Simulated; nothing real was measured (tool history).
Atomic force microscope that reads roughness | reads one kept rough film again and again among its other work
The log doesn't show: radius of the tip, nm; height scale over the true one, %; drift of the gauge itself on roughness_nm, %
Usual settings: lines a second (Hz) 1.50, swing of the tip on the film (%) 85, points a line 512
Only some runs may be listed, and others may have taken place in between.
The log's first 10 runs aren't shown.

run	hour	lines a second (Hz)	swing of the tip on the film (%)	points a line	pictures with this tip	hours of work since the height scale was calibrated	roughness of the kept film (nm (root mean square))
11	72.3	2.82	85	512	23	181	0.625
12	81.3	1.50	85	512	33	186	0.681
13	88.8	1.50	85	512	41	190	0.673
14	92.4	1.50	85	512	45	192	0.676
15	100.0	1.50	85	512	53	196	0.663
16	107.3	1.50	85	512	60	199	0.662
17	115.6	1.50	85	989	69	204	0.643
18	121.3	1.50	85	989	75	207	0.636
19	125.9	1.50	85	989	80	209	0.646
20	130.5	1.50	71	325	85	211	0.674
21	135.1	3.46	87	708	90	214	0.524
22	142.8	1.79	85	572	98	218	0.602
23	146.7	1.10	71	512	102	220	0.682
24	153.2	1.10	71	512	109	223	0.661
25	158.3	1.52	66	533	114	226	0.661
# hour 164.2: new tip fitted
26	165.1	2.23	56	261	1	229	0.781
27	170.9	2.23	56	261	7	232	0.780
28	174.8	1.66	66	843	12	234	0.782
29	184.0	1.66	66	843	21	239	0.768
30	192.1	1.16	64	512	30	243	0.756
31	196.3	1.16	64	512	34	245	0.766
32	200.9	1.16	64	512	39	248	0.755
33	205.3	1.22	66	395	44	250	0.736
34	212.8	1.22	66	395	52	254	0.731
35	221.2	0.84	85	512	61	258	0.693

What if the next run were any one of these 4? Each begins from the tool's condition after run 35:
A	225.2	1.50	85	1012	65	260	?
B	225.2	0.84	70	512	65	260	?
C	225.2	1.50	85	504	65	260	?
D	225.2	1.50	65	699	65	260	?

run	roughness of the kept film (nm (root mean square))
A	0.654
B	0.721
C	0.642
D	0.716
Take away the tool's hidden state, keep each run's random variation, and the runs would have read:
run	roughness of the kept film (nm (root mean square))
A	0.737
B	0.813
C	0.725
D	0.807
